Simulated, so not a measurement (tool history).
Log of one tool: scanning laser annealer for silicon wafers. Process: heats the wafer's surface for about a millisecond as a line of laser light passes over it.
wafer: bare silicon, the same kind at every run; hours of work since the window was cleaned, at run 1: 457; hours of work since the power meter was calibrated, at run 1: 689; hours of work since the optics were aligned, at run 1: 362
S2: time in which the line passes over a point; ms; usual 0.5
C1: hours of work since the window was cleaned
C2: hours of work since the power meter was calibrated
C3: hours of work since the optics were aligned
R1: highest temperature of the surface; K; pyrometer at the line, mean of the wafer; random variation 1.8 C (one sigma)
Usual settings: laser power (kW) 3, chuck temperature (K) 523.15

Run 1, day 0: usual settings; C1 457; C2 689; C3 362. Result: R1 1296.15 K.
Run 2, day 1.025: usual settings but laser power (kW) 3.103; C1 471; C2 703; C3 376. Result: R1 1334.15 K.
Run 3, day 2.412: usual settings but laser power (kW) 3.103; C1 490; C2 721; C3 394. Result: R1 1330.15 K.
Run 4, day 3.9: usual settings but chuck temperature (K) 489.15; C1 509; C2 741; C3 414. Result: R1 1258.15 K.
Run 5, day 4.646: usual settings but chuck temperature (K) 489.15; C1 519; C2 751; C3 424. Result: R1 1256.15 K.
Run 6, day 6.112: usual settings but chuck temperature (K) 489.15; C1 539; C2 771; C3 444. Result: R1 1256.15 K.
Run 7, day 7.075: usual settings but chuck temperature (K) 561.15; C1 552; C2 784; C3 457. Result: R1 1330.15 K.
Run 8, day 7.85: usual settings but chuck temperature (K) 561.15; C1 563; C2 794; C3 467. Result: R1 1328.15 K.
Run 9, day 9.117: usual settings but chuck temperature (K) 561.15; C1 580; C2 811; C3 484. Result: R1 1330.15 K.
Run 10, day 10.275: usual settings but chuck temperature (K) 561.15; C1 595; C2 827; C3 500. Result: R1 1327.15 K.
Run 11, day 11.142: usual settings but chuck temperature (K) 561.15; C1 607; C2 839; C3 512. Result: R1 1321.15 K.
Run 12, day 12.562: usual settings but chuck temperature (K) 543.15; C1 626; C2 858; C3 531. Result: R1 1308.15 K.
Run 13, day 13.838: usual settings but laser power (kW) 2.595, S2 0.481 ms, chuck temperature (K) 503.15; C1 643; C2 875; C3 548. Result: R1 1120.15 K.
Run 14, day 14.733: usual settings but S2 0.569 ms, chuck temperature (K) 560.15; C1 655; C2 887; C3 560. Result: R1 1371.15 K.
At day 15.938: window over the wafer cleaned.
Run 15, day 15.996: usual settings but laser power (kW) 2.813, S2 0.617 ms, chuck temperature (K) 560.15; C1 1; C2 903; C3 576. Result: R1 1362.15 K.
Run 16, day 16.762: usual settings but laser power (kW) 3.06, S2 0.539 ms, chuck temperature (K) 514.15; C1 11; C2 913; C3 586. Result: R1 1351.15 K.
Run 17, day 17.479: usual settings but laser power (kW) 2.72, S2 0.526 ms, chuck temperature (K) 483.15; C1 21; C2 922; C3 596. Result: R1 1190.15 K.
Run 18, day 18.254: usual settings but laser power (kW) 2.79, S2 0.427 ms, chuck temperature (K) 487.15; C1 31; C2 933; C3 606. Result: R1 1145.15 K.
Run 19, day 19: usual settings but laser power (kW) 2.944, S2 0.361 ms, chuck temperature (K) 532.15; C1 41; C2 943; C3 616. Result: R1 1176.15 K.
Run 20, day 19.9: usual settings but laser power (kW) 2.944, S2 0.361 ms, chuck temperature (K) 532.15; C1 53; C2 955; C3 628. Result: R1 1178.15 K.
Run 21, day 20.517: usual settings but laser power (kW) 2.944, S2 0.361 ms, chuck temperature (K) 532.15; C1 61; C2 963; C3 636. Result: R1 1175.15 K.
Run 22, day 21.612: usual settings but laser power (kW) 2.944, S2 0.459 ms, chuck temperature (K) 532.15; C1 76; C2 978; C3 651. Result: R1 1261.15 K.
Run 23, day 23.088: usual settings but laser power (kW) 2.689, S2 0.575 ms; C1 96; C2 998; C3 671. Result: R1 1246.15 K.
Run 24, day 24.096: usual settings but laser power (kW) 3.229, S2 0.431 ms, chuck temperature (K) 535.15; C1 110; C2 1011; C3 684. Result: R1 1328.15 K.

Hidden state at the last listed run before each entry between runs and at the first one after, where it differs:
Between runs 14 and 15: window over the wafer cleaned (day 15.938)
  light that passes the window, % of a clean one's: 97.41 -> 99.87; laser's true power over the reading, %: -0.67 -> -0.68; width of the line over the set one, %: 2.94 -> 3.02
  measured less the result without the state, R1: -55 -> -28 K
